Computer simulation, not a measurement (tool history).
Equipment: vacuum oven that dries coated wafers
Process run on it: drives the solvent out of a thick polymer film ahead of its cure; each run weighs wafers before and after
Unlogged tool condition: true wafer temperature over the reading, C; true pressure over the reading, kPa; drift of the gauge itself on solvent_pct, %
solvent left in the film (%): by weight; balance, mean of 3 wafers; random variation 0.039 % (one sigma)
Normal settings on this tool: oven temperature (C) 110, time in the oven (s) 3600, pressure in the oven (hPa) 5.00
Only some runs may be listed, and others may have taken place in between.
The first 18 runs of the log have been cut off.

run,day,oven temperature (C),time in the oven (s),pressure in the oven (hPa),hours of work since the thermocouples were calibrated,hours of work since the vacuum gauge was cleaned of residue,solvent left in the film (%)
19,28.312,115,3360,5.00,319,516,2.53
20,29.250,124,2160,5.49,330,526,2.74
21,30.946,99,2460,14.97,349,546,6.73
22,32.533,110,4080,5.61,367,563,2.81
23,34.325,110,4080,5.61,387,584,2.83
24,35.442,110,4080,5.61,400,596,2.72
# day 35.617: vacuum gauge cleaned of residue and calibrated
25,37.583,123,6120,7.81,423,22,0.73
26,39.638,123,6120,7.81,447,45,0.73
27,41.558,123,6120,7.81,468,67,0.71
28,43.712,111,3120,5.00,493,91,3.63
29,45.483,95,1980,6.05,513,111,7.42
30,47.388,120,2700,12.47,534,133,2.94
# day 47.746: vacuum gauge cleaned of residue and calibrated, once more
31,49.362,104,3660,6.38,556,18,4.03
32,50.429,104,3660,6.38,568,30,4.11
33,51.883,104,2820,5.00,584,47,4.89
34,53.217,104,2820,5.00,599,62,4.85

Predict each of these 5 candidate next runs independently; none follows another, all start after run 34:
A,54.908,114,2040,7.55,618,81,?
B,54.908,113,3600,3.50,618,81,?
C,54.908,117,4560,4.41,618,81,?
D,54.908,115,3420,5.00,618,81,?
E,54.908,102,2820,2.80,618,81,?

run,solvent left in the film (%)
A,4.48
B,2.48
C,1.33
D,2.43
E,5.06
Stripped of hidden state, with their random variation kept, the same runs would have yielded:
run,solvent left in the film (%)
A,4.52
B,2.51
C,1.34
D,2.46
E,5.09
